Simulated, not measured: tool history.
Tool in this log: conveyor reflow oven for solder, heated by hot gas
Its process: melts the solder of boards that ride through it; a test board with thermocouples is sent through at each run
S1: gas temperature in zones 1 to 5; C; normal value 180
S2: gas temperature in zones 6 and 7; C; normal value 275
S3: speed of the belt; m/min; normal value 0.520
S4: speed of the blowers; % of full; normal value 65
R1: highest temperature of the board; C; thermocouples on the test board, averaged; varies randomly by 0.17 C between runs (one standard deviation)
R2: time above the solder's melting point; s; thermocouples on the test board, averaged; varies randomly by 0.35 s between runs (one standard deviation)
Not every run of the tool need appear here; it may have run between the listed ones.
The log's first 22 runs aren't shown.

run,hour,S1,S2,S3,S4,R1,R2
23,244.8,194,275,0.452,70,267.7,102.9
24,258.0,194,275,0.452,70,268.0,103.4
25,273.4,194,275,0.452,70,267.9,103.8
26,286.1,186,289,0.485,79,279.8,97.2
27,297.4,165,289,0.563,87,274.8,75.3
28,309.2,180,279,0.520,65,265.9,82.3
29,321.8,188,279,0.459,65,269.6,99.8
30,335.8,188,279,0.593,82,266.6,75.0
31,348.3,180,270,0.493,65,259.0,81.8

Branching from run 31: 3 alternative next runs. What would each branch give?
A,359.1,180,270,0.422,65,?,?
B,359.1,170,287,0.520,78,?,?
C,359.1,180,275,0.518,71,?,?

run,R1,R2
A,262.0,99.3
B,274.3,83.1
C,263.3,80.9
What these runs would have given with no unlogged condition in the tool:
run,R1,R2
A,262.1,98.9
B,274.5,82.9
C,263.4,80.6
